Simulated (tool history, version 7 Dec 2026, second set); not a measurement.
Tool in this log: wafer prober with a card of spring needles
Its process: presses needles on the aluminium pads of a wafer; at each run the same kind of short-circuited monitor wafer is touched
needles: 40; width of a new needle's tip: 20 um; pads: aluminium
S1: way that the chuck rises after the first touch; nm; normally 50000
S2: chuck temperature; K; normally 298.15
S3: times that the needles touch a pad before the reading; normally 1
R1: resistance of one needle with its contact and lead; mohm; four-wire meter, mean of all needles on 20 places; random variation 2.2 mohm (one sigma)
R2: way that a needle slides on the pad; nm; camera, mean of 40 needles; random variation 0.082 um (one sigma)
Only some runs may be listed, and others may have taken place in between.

{"run": 1, "day": 0.0, "S1": 50000, "S2": 298.15, "S3": 1, "R1": 315, "R2": 8200}
{"run": 2, "day": 1.142, "S1": 50000, "S2": 298.15, "S3": 1, "R1": 250, "R2": 8030}
{"run": 3, "day": 2.046, "S1": 50000, "S2": 314.15, "S3": 1, "R1": 310, "R2": 8150}
{"run": 4, "day": 3.242, "S1": 50000, "S2": 314.15, "S3": 1, "R1": 296, "R2": 8170}
{"run": 5, "day": 4.454, "S1": 50000, "S2": 309.15, "S3": 1, "R1": 255, "R2": 8110}
{"run": 6, "day": 5.404, "S1": 50000, "S2": 309.15, "S3": 1, "R1": 316, "R2": 7970}
{"run": 7, "day": 6.108, "S1": 50000, "S2": 298.15, "S3": 3, "R1": 267, "R2": 8100}
{"run": 8, "day": 6.804, "S1": 50000, "S2": 298.15, "S3": 3, "R1": 260, "R2": 7950}
{"run": 9, "day": 7.404, "S1": 50000, "S2": 298.15, "S3": 3, "R1": 261, "R2": 7960}
{"run": 10, "day": 8.188, "S1": 50000, "S2": 298.15, "S3": 3, "R1": 268, "R2": 7940}
{"run": 11, "day": 9.038, "S1": 50000, "S2": 298.15, "S3": 3, "R1": 251, "R2": 8090}
{"run": 12, "day": 9.975, "S1": 50000, "S2": 298.15, "S3": 3, "R1": 248, "R2": 7890}
{"run": 13, "day": 11.271, "S1": 50000, "S2": 298.15, "S3": 3, "R1": 276, "R2": 7550}
{"run": 14, "day": 12.562, "S1": 50000, "S2": 298.15, "S3": 3, "R1": 250, "R2": 8330}
{"run": 15, "day": 13.65, "S1": 43000, "S2": 298.15, "S3": 2, "R1": 283, "R2": 7220}
{"run": 16, "day": 14.238, "S1": 43000, "S2": 298.15, "S3": 1, "R1": 256, "R2": 7120}
{"run": 17, "day": 15.479, "S1": 40000, "S2": 298.15, "S3": 3, "R1": 277, "R2": 6690}
{"run": 18, "day": 16.112, "S1": 40000, "S2": 298.15, "S3": 3, "R1": 278, "R2": 6610}
{"run": 19, "day": 16.771, "S1": 36000, "S2": 359.15, "S3": 1, "R1": 335, "R2": 5860}
{"run": 20, "day": 17.942, "S1": 36000, "S2": 359.15, "S3": 1, "R1": 382, "R2": 5940}
{"run": 21, "day": 18.821, "S1": 36000, "S2": 359.15, "S3": 1, "R1": 305, "R2": 5780}
{"run": 22, "day": 20.012, "S1": 36000, "S2": 359.15, "S3": 1, "R1": 385, "R2": 5930}
{"run": 23, "day": 20.658, "S1": 36000, "S2": 359.15, "S3": 1, "R1": 395, "R2": 5760}
{"run": 24, "day": 21.788, "S1": 36000, "S2": 359.15, "S3": 1, "R1": 403, "R2": 5730}
{"run": 25, "day": 22.854, "S1": 37000, "S2": 359.15, "S3": 2, "R1": 285, "R2": 5970}
{"run": 26, "day": 23.988, "S1": 37000, "S2": 359.15, "S3": 2, "R1": 309, "R2": 5880}
{"run": 27, "day": 25.329, "S1": 68000, "S2": 324.15, "S3": 2, "R1": 269, "R2": 10900}

Between the runs listed above, the log contained 75 entries, not reproduced here. Where in the sequence does each belong, and how does what the log doesn't record of the tool's condition differ from the listed run before to the listed run after?
After run 1, before run 2: tips cleaned on abrasive film (day 0.079); tips cleaned on abrasive film (day 0.442); tips cleaned on abrasive film (day 0.817); tips cleaned on abrasive film (day 1.142)
  debris on the tips, nm: 69.9 -> 7.7; way that the needles fall short of the set height, um: 1.14 -> 1.32; tips' diameter, um: 21.44 -> 21.51
  measured result minus the result with no hidden state, R1: +75 -> +11 mohm; R2: -190 -> -220 nm
After run 2, before run 3: tips cleaned on abrasive film (day 1.450); tips cleaned on abrasive film (day 1.821)
  debris on the tips, nm: 7.7 -> 61.9; way that the needles fall short of the set height, um: 1.32 -> 1.4; tips' diameter, um: 21.51 -> 21.53
  measured result minus the result with no hidden state, R1: +11 -> +65 mohm; R2: -220 -> -230 nm
After run 3, before run 4: tips cleaned on abrasive film (day 2.204); tips cleaned on abrasive film (day 2.546); tips cleaned on abrasive film (day 2.854); tips cleaned on abrasive film (day 3.162)
  debris on the tips, nm: 61.9 -> 40.8; way that the needles fall short of the set height, um: 1.4 -> 1.61; tips' diameter, um: 21.53 -> 21.61
  measured result minus the result with no hidden state, R1: +65 -> +46 mohm; R2: -230 -> -270 nm
After run 4, before run 5: tips cleaned on abrasive film (day 3.475); tips cleaned on abrasive film (day 3.821); tips cleaned on abrasive film (day 4.129); tips cleaned on abrasive film (day 4.454)
  debris on the tips, nm: 40.8 -> 8.1; way that the needles fall short of the set height, um: 1.61 -> 1.77; tips' diameter, um: 21.61 -> 21.66
  measured result minus the result with no hidden state, R1: +46 -> +12 mohm; R2: -270 -> -300 nm
After run 5, before run 6: tips cleaned on abrasive film (day 4.812); tips cleaned on abrasive film (day 5.179)
  debris on the tips, nm: 8.1 -> 62.1; way that the needles fall short of the set height, um: 1.77 -> 1.86; tips' diameter, um: 21.66 -> 21.7
  measured result minus the result with no hidden state, R1: +12 -> +70 mohm; R2: -300 -> -310 nm
After run 6, before run 7: tips cleaned on abrasive film (day 5.562); tips cleaned on abrasive film (day 5.933)
  debris on the tips, nm: 62.1 -> 56.3; way that the needles fall short of the set height, um: 1.86 -> 1.95; tips' diameter, um: 21.7 -> 21.73
  measured result minus the result with no hidden state, R1: +70 -> +25 mohm; R2: -310 -> -330 nm
After run 7, before run 8: tips cleaned on abrasive film (day 6.262); tips cleaned on abrasive film (day 6.633)
  debris on the tips, nm: 56.3 -> 51.5; way that the needles fall short of the set height, um: 1.95 -> 2.04; tips' diameter, um: 21.73 -> 21.76
  measured result minus the result with no hidden state, R1: +25 -> +23 mohm; R2: -330 -> -340 nm
After run 8, before run 9: tips cleaned on abrasive film (day 6.954); tips cleaned on abrasive film (day 7.312)
  debris on the tips, nm: 51.5 -> 39.8; way that the needles fall short of the set height, um: 2.04 -> 2.14; tips' diameter, um: 21.76 -> 21.79
  measured result minus the result with no hidden state, R1: +23 -> +19 mohm; R2: -340 -> -360 nm
After run 9, before run 10: tips cleaned on abrasive film (day 7.638); tips cleaned on abrasive film (day 7.979)
  debris on the tips, nm: 39.8 -> 59.3; way that the needles fall short of the set height, um: 2.14 -> 2.23; tips' diameter, um: 21.79 -> 21.82
  measured result minus the result with no hidden state, R1: +19 -> +27 mohm; R2: -360 -> -370 nm
After run 10, before run 11: tips cleaned on abrasive film (day 8.333); tips cleaned on abrasive film (day 8.642); tips cleaned on abrasive film (day 9.012)
  debris on the tips, nm: 59.3 -> 17; way that the needles fall short of the set height, um: 2.23 -> 2.37; tips' diameter, um: 21.82 -> 21.87
  measured result minus the result with no hidden state, R1: +27 -> +11 mohm; R2: -370 -> -400 nm
After run 11, before run 12: tips cleaned on abrasive film (day 9.325); tips cleaned on abrasive film (day 9.633); tips cleaned on abrasive film (day 9.975)
  debris on the tips, nm: 17 -> 6.8; way that the needles fall short of the set height, um: 2.37 -> 2.53; tips' diameter, um: 21.87 -> 21.93
  measured result minus the result with no hidden state, R1: +11 -> +6 mohm; R2: -400 -> -430 nm
After run 12, before run 13: height of the first contact set anew (day 10.058); tips cleaned on abrasive film (day 10.342); tips cleaned on abrasive film (day 10.704); tips cleaned on abrasive film (day 11.071)
  debris on the tips, nm: 6.8 -> 63.7; way that the needles fall short of the set height, um: 2.53 -> 4.25; tips' diameter, um: 21.93 -> 21.98
  measured result minus the result with no hidden state, R1: +6 -> +33 mohm; R2: -430 -> -700 nm
After run 13, before run 14: tips cleaned on abrasive film (day 11.417); tips cleaned on abrasive film (day 11.788); tips cleaned on abrasive film (day 12.154); height of the first contact set anew, once more (day 12.388); tips cleaned on abrasive film (day 12.542)
  debris on the tips, nm: 63.7 -> 14.7; way that the needles fall short of the set height, um: 4.25 -> 0.04; tips' diameter, um: 21.98 -> 22.03
  measured result minus the result with no hidden state, R1: +33 -> +8 mohm; R2: -700 -> -10 nm
After run 14, before run 15: tips cleaned on abrasive film (day 12.904); tips cleaned on abrasive film (day 13.254); tips cleaned on abrasive film (day 13.562)
  debris on the tips, nm: 14.7 -> 36.8; way that the needles fall short of the set height, um: 0.04 -> 0.19; tips' diameter, um: 22.03 -> 22.08
  measured result minus the result with no hidden state, R1: +8 -> +35 mohm; R2: -10 -> -30 nm
After run 15, before run 16: tips cleaned on abrasive film (day 13.883); tips cleaned on abrasive film (day 14.233)
  debris on the tips, nm: 36.8 -> 6.1; way that the needles fall short of the set height, um: 0.19 -> 0.29; tips' diameter, um: 22.08 -> 22.12
  measured result minus the result with no hidden state, R1: +35 -> +12 mohm; R2: -30 -> -50 nm
After run 16, before run 17: tips cleaned on abrasive film (day 14.604); tips cleaned on abrasive film (day 14.979); tips cleaned on abrasive film (day 15.342)
  debris on the tips, nm: 6.1 -> 45.2; way that the needles fall short of the set height, um: 0.29 -> 0.41; tips' diameter, um: 22.12 -> 22.16
  measured result minus the result with no hidden state, R1: +12 -> +30 mohm; R2: -50 -> -60 nm
After run 17, before run 18: tips cleaned on abrasive film (day 15.696); tips cleaned on abrasive film (day 16.004)
  debris on the tips, nm: 45.2 -> 44.4; way that the needles fall short of the set height, um: 0.41 -> 0.51; tips' diameter, um: 22.16 -> 22.2
  measured result minus the result with no hidden state, R1: +30 -> +30 mohm; R2: -60 -> -80 nm
After run 18, before run 19: tips cleaned on abrasive film (day 16.333); tips cleaned on abrasive film (day 16.696)
  debris on the tips, nm: 44.4 -> 31.1; way that the needles fall short of the set height, um: 0.51 -> 0.62; tips' diameter, um: 22.2 -> 22.23
  measured result minus the result with no hidden state, R1: +30 -> +63 mohm; R2: -80 -> -100 nm
After run 19, before run 20: tips cleaned on abrasive film (day 17.004); tips cleaned on abrasive film (day 17.375); tips cleaned on abrasive film (day 17.758)
  debris on the tips, nm: 31.1 -> 56.6; way that the needles fall short of the set height, um: 0.62 -> 0.79; tips' diameter, um: 22.23 -> 22.29
  measured result minus the result with no hidden state, R1: +63 -> +111 mohm; R2: -100 -> -130 nm
After run 20, before run 21: tips cleaned on abrasive film (day 18.067); tips cleaned on abrasive film (day 18.433); tips cleaned on abrasive film (day 18.792)
  debris on the tips, nm: 56.6 -> 19.1; way that the needles fall short of the set height, um: 0.79 -> 0.93; tips' diameter, um: 22.29 -> 22.34
  measured result minus the result with no hidden state, R1: +111 -> +41 mohm; R2: -130 -> -150 nm
After run 21, before run 22: tips cleaned on abrasive film (day 19.129); tips cleaned on abrasive film (day 19.475); tips cleaned on abrasive film (day 19.833)
  debris on the tips, nm: 19.1 -> 55.2; way that the needles fall short of the set height, um: 0.93 -> 1.07; tips' diameter, um: 22.34 -> 22.39
  measured result minus the result with no hidden state, R1: +41 -> +112 mohm; R2: -150 -> -180 nm
After run 22, before run 23: tips cleaned on abrasive film (day 20.154); tips cleaned on abrasive film (day 20.462)
  debris on the tips, nm: 55.2 -> 60.4; way that the needles fall short of the set height, um: 1.07 -> 1.16; tips' diameter, um: 22.39 -> 22.42
  measured result minus the result with no hidden state, R1: +112 -> +124 mohm; R2: -180 -> -190 nm
After run 23, before run 24: tips cleaned on abrasive film (day 20.817); tips cleaned on abrasive film (day 21.179); tips cleaned on abrasive film (day 21.550)
  debris on the tips, nm: 60.4 -> 65.9; way that the needles fall short of the set height, um: 1.16 -> 1.28; tips' diameter, um: 22.42 -> 22.46
  measured result minus the result with no hidden state, R1: +124 -> +134 mohm; R2: -190 -> -210 nm
After run 24, before run 25: tips cleaned on abrasive film (day 21.867); tips cleaned on abrasive film (day 22.238); tips cleaned on abrasive film (day 22.546); tips cleaned on abrasive film (day 22.854)
  debris on the tips, nm: 65.9 -> 7.4; way that the needles fall short of the set height, um: 1.28 -> 1.45; tips' diameter, um: 22.46 -> 22.52
  measured result minus the result with no hidden state, R1: +134 -> +15 mohm; R2: -210 -> -240 nm
After run 25, before run 26: tips cleaned on abrasive film (day 23.221); tips cleaned on abrasive film (day 23.579); tips cleaned on abrasive film (day 23.925)
  debris on the tips, nm: 7.4 -> 27.7; way that the needles fall short of the set height, um: 1.45 -> 1.59; tips' diameter, um: 22.52 -> 22.57
  measured result minus the result with no hidden state, R1: +15 -> +39 mohm; R2: -240 -> -260 nm
After run 26, before run 27: tips cleaned on abrasive film (day 24.296); tips cleaned on abrasive film (day 24.662); tips cleaned on abrasive film (day 25.033)
  debris on the tips, nm: 27.7 -> 74; way that the needles fall short of the set height, um: 1.59 -> 1.74; tips' diameter, um: 22.57 -> 22.62
  measured result minus the result with no hidden state, R1: +39 -> +30 mohm; R2: -260 -> -290 nm
